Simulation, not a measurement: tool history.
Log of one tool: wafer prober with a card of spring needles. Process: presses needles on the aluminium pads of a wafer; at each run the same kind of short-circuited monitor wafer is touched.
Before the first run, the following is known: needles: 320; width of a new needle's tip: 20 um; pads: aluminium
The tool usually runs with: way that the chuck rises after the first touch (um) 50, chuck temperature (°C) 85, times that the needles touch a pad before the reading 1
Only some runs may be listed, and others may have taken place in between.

run,hour,way that the chuck rises after the first touch (um),chuck temperature (°C),times that the needles touch a pad before the reading,resistance of one needle with its contact and lead (mohm),way that a needle slides on the pad (um)
1,0.0,50,85,1,210,11.80
2,10.6,50,101,1,212,11.78
# hour 13.0: tips cleaned on abrasive film
3,17.0,50,101,1,214,11.77
4,24.0,50,101,1,213,11.77
# hour 31.1: tips cleaned on abrasive film
5,32.6,50,85,1,210,11.75
6,45.1,50,85,2,209,11.77
# hour 48.5: tips cleaned on abrasive film
7,53.8,50,85,1,208,11.73
8,60.1,50,112,2,217,11.76
# hour 66.1: tips cleaned on abrasive film
9,66.1,70,46,2,189,16.48
10,75.6,49,29,1,194,11.50
# hour 83.3: tips cleaned on abrasive film
11,88.0,49,87,1,211,11.50
# hour 101.0: tips cleaned on abrasive film
12,101.5,33,36,1,210,7.76
13,110.5,33,47,3,217,7.75
# hour 118.6: tips cleaned on abrasive film
14,118.6,44,77,1,213,10.30

Alternative continuations, all from the tool just after run 14; predict every row:
A,128.4,44,77,3,?,?
B,128.4,62,121,2,?,?
C,128.4,50,85,2,?,?

run,resistance of one needle with its contact and lead (mohm),way that a needle slides on the pad (um)
A,210,10.31
B,210,14.54
C,212,11.72
Without the tool's unlogged condition, the same runs would have read:
run,resistance of one needle with its contact and lead (mohm),way that a needle slides on the pad (um)
A,210,10.38
B,210,14.64
C,212,11.79
